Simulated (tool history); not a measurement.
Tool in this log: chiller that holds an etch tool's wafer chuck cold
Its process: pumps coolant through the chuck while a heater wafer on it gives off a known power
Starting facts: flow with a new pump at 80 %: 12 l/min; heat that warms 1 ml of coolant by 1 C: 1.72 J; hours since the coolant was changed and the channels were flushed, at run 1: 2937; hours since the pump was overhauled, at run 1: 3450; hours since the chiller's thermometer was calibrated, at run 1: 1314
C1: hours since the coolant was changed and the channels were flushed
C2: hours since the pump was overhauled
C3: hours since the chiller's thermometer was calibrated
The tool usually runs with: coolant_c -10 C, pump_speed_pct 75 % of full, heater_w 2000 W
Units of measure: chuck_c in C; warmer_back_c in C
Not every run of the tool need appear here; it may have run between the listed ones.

{"run": 1, "hour": 0.0, "coolant_c": -10, "pump_speed_pct": 75, "heater_w": 2000, "C1": 2937, "C2": 3450, "C3": 1314, "chuck_c": 3.5, "warmer_back_c": 6.24}
{"run": 2, "hour": 150.8, "coolant_c": -10, "pump_speed_pct": 75, "heater_w": 2000, "C1": 3088, "C2": 3601, "C3": 1465, "chuck_c": 3.7, "warmer_back_c": 6.23}
{"run": 3, "hour": 331.8, "coolant_c": -10, "pump_speed_pct": 75, "heater_w": 2000, "C1": 3269, "C2": 3782, "C3": 1646, "chuck_c": 3.5, "warmer_back_c": 6.25}
{"run": 4, "hour": 432.4, "coolant_c": -10, "pump_speed_pct": 75, "heater_w": 2000, "C1": 3369, "C2": 3883, "C3": 1747, "chuck_c": 3.4, "warmer_back_c": 6.28}
{"hour": 454.2, "done": "coolant changed, channels flushed"}
{"run": 5, "hour": 613.1, "coolant_c": -10, "pump_speed_pct": 75, "heater_w": 2000, "C1": 159, "C2": 4057, "C3": 1921, "chuck_c": 3.5, "warmer_back_c": 6.25}
{"run": 6, "hour": 732.8, "coolant_c": -10, "pump_speed_pct": 75, "heater_w": 1334, "C1": 279, "C2": 4177, "C3": 2041, "chuck_c": -1, "warmer_back_c": 4.13}
{"run": 7, "hour": 833.6, "coolant_c": -10, "pump_speed_pct": 75, "heater_w": 1719, "C1": 379, "C2": 4278, "C3": 2142, "chuck_c": 1.6, "warmer_back_c": 5.33}
{"run": 8, "hour": 1026.9, "coolant_c": -10, "pump_speed_pct": 75, "heater_w": 2000, "C1": 573, "C2": 4471, "C3": 2335, "chuck_c": 3.4, "warmer_back_c": 6.25}
{"run": 9, "hour": 1180.2, "coolant_c": -3, "pump_speed_pct": 75, "heater_w": 2000, "C1": 726, "C2": 4625, "C3": 2489, "chuck_c": 10.5, "warmer_back_c": 6.18}
{"run": 10, "hour": 1378.2, "coolant_c": -3, "pump_speed_pct": 75, "heater_w": 2000, "C1": 924, "C2": 4823, "C3": 2687, "chuck_c": 10.5, "warmer_back_c": 6.26}
{"run": 11, "hour": 1502.6, "coolant_c": -2, "pump_speed_pct": 98, "heater_w": 2000, "C1": 1048, "C2": 4947, "C3": 2811, "chuck_c": 8.7, "warmer_back_c": 4.68}
{"run": 12, "hour": 1680.0, "coolant_c": -8, "pump_speed_pct": 93, "heater_w": 1348, "C1": 1226, "C2": 5124, "C3": 2988, "chuck_c": -0.4, "warmer_back_c": 3.33}
{"run": 13, "hour": 1873.6, "coolant_c": -8, "pump_speed_pct": 93, "heater_w": 1348, "C1": 1419, "C2": 5318, "C3": 3182, "chuck_c": -0.5, "warmer_back_c": 3.36}
{"run": 14, "hour": 1976.9, "coolant_c": -9, "pump_speed_pct": 84, "heater_w": 1180, "C1": 1523, "C2": 5421, "C3": 3285, "chuck_c": -1.7, "warmer_back_c": 3.22}
{"run": 15, "hour": 2111.6, "coolant_c": -9, "pump_speed_pct": 84, "heater_w": 1180, "C1": 1657, "C2": 5556, "C3": 3420, "chuck_c": -1.8, "warmer_back_c": 3.26}
{"run": 16, "hour": 2242.6, "coolant_c": -9, "pump_speed_pct": 84, "heater_w": 1180, "C1": 1788, "C2": 5687, "C3": 3551, "chuck_c": -1.6, "warmer_back_c": 3.26}
{"run": 17, "hour": 2442.1, "coolant_c": -15, "pump_speed_pct": 74, "heater_w": 1339, "C1": 1988, "C2": 5886, "C3": 3750, "chuck_c": -5.8, "warmer_back_c": 4.21}

Hidden state at the last listed run before each entry between runs and at the first one after, where it differs:
Runs 4 to 5: coolant changed, channels flushed (hour 454.2)
  heat passed by the chuck's channels, % of clean ones': 99.8 -> 100
